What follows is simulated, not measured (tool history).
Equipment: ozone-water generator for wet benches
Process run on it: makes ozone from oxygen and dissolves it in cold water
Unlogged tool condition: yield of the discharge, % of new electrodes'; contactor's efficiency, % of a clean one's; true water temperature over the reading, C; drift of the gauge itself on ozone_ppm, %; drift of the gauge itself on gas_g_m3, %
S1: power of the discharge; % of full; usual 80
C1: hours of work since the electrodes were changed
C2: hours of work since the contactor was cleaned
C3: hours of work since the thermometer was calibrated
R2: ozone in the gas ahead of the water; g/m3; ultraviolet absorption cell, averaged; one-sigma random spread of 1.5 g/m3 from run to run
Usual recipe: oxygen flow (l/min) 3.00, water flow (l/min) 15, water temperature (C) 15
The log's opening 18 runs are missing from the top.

run 19 hour=1169.6 | S1=94 oxygen_flow_(l/min)=3.12 water_flow_(l/min)=15 water_temperature_(C)=15 | C1=3038 C2=6686 C3=1839 | dissolved_ozone_(ppm)=28.7 R2=329.0
run 20 hour=1213.4 | S1=94 oxygen_flow_(l/min)=3.12 water_flow_(l/min)=15 water_temperature_(C)=15 | C1=3080 C2=6727 C3=1880 | dissolved_ozone_(ppm)=28.3 R2=332.0
run 21 hour=1254.7 | S1=49 oxygen_flow_(l/min)=3.81 water_flow_(l/min)=9 water_temperature_(C)=15 | C1=3118 C2=6766 C3=1919 | dissolved_ozone_(ppm)=25.1 R2=166.5
run 22 hour=1320.6 | S1=49 oxygen_flow_(l/min)=3.81 water_flow_(l/min)=9 water_temperature_(C)=9 | C1=3180 C2=6828 C3=1981 | dissolved_ozone_(ppm)=27.4 R2=166.6
run 23 hour=1400.3 | S1=70 oxygen_flow_(l/min)=5.01 water_flow_(l/min)=19 water_temperature_(C)=7 | C1=3255 C2=6903 C3=2056 | dissolved_ozone_(ppm)=19.3 R2=191.2
run 24 hour=1482.2 | S1=49 oxygen_flow_(l/min)=2.43 water_flow_(l/min)=19 water_temperature_(C)=7 | C1=3332 C2=6980 C3=2133 | dissolved_ozone_(ppm)=13.4 R2=222.4
run 25 hour=1547.0 | S1=49 oxygen_flow_(l/min)=2.43 water_flow_(l/min)=19 water_temperature_(C)=7 | C1=3393 C2=7041 C3=2194 | dissolved_ozone_(ppm)=13.2 R2=220.1
run 26 hour=1643.0 | S1=80 oxygen_flow_(l/min)=3.00 water_flow_(l/min)=11 water_temperature_(C)=15 | C1=3484 C2=7131 C3=2284 | dissolved_ozone_(ppm)=33.4 R2=296.8
run 27 hour=1718.9 | S1=80 oxygen_flow_(l/min)=2.01 water_flow_(l/min)=24 water_temperature_(C)=8 | C1=3555 C2=7202 C3=2355 | dissolved_ozone_(ppm)=14.6 R2=377.9
run 28 hour=1801.7 | S1=80 oxygen_flow_(l/min)=2.01 water_flow_(l/min)=24 water_temperature_(C)=8 | C1=3633 C2=7280 C3=2433 | dissolved_ozone_(ppm)=14.7 R2=379.9
run 29 hour=1860.6 | S1=80 oxygen_flow_(l/min)=3.85 water_flow_(l/min)=9 water_temperature_(C)=16 | C1=3688 C2=7336 C3=2488 | dissolved_ozone_(ppm)=37.4 R2=255.8
run 30 hour=1945.1 | S1=44 oxygen_flow_(l/min)=2.65 water_flow_(l/min)=12 water_temperature_(C)=9 | C1=3768 C2=7415 C3=2568 | dissolved_ozone_(ppm)=19.5 R2=191.5
run 31 hour=2019.0 | S1=80 oxygen_flow_(l/min)=3.00 water_flow_(l/min)=12 water_temperature_(C)=15 | C1=3837 C2=7485 C3=2637 | dissolved_ozone_(ppm)=30.7 R2=298.7
-- hour=2040.4 gauge calibrated
run 32 hour=2116.2 | S1=45 oxygen_flow_(l/min)=3.05 water_flow_(l/min)=17 water_temperature_(C)=15 | C1=3928 C2=7576 C3=2729 | dissolved_ozone_(ppm)=13.4 R2=173.9

Here are 4 independent what-if runs from the current tool condition. What would each one return?
run A hour=2160.5 | S1=45 oxygen_flow_(l/min)=3.05 water_flow_(l/min)=17 water_temperature_(C)=8 | C1=3970 C2=7618 C3=2770 | dissolved_ozone_(ppm)=? R2=?
run B hour=2160.5 | S1=47 oxygen_flow_(l/min)=1.55 water_flow_(l/min)=17 water_temperature_(C)=15 | C1=3970 C2=7618 C3=2770 | dissolved_ozone_(ppm)=? R2=?
run C hour=2160.5 | S1=80 oxygen_flow_(l/min)=3.00 water_flow_(l/min)=15 water_temperature_(C)=15 | C1=3970 C2=7618 C3=2770 | dissolved_ozone_(ppm)=? R2=?
run D hour=2160.5 | S1=45 oxygen_flow_(l/min)=3.77 water_flow_(l/min)=17 water_temperature_(C)=10 | C1=3970 C2=7618 C3=2770 | dissolved_ozone_(ppm)=? R2=?

run=A dissolved_ozone_(ppm)=14.7 R2=175.7
run=B dissolved_ozone_(ppm)=12.8 R2=274.5
run=C dissolved_ozone_(ppm)=24.9 R2=290.4
run=D dissolved_ozone_(ppm)=14.2 R2=153.7
Take away the tool's hidden state, keep each run's random variation, and the runs would have read:
run=A dissolved_ozone_(ppm)=14.7 R2=175.5
run=B dissolved_ozone_(ppm)=12.9 R2=274.3
run=C dissolved_ozone_(ppm)=24.9 R2=290.3
run=D dissolved_ozone_(ppm)=14.2 R2=153.6
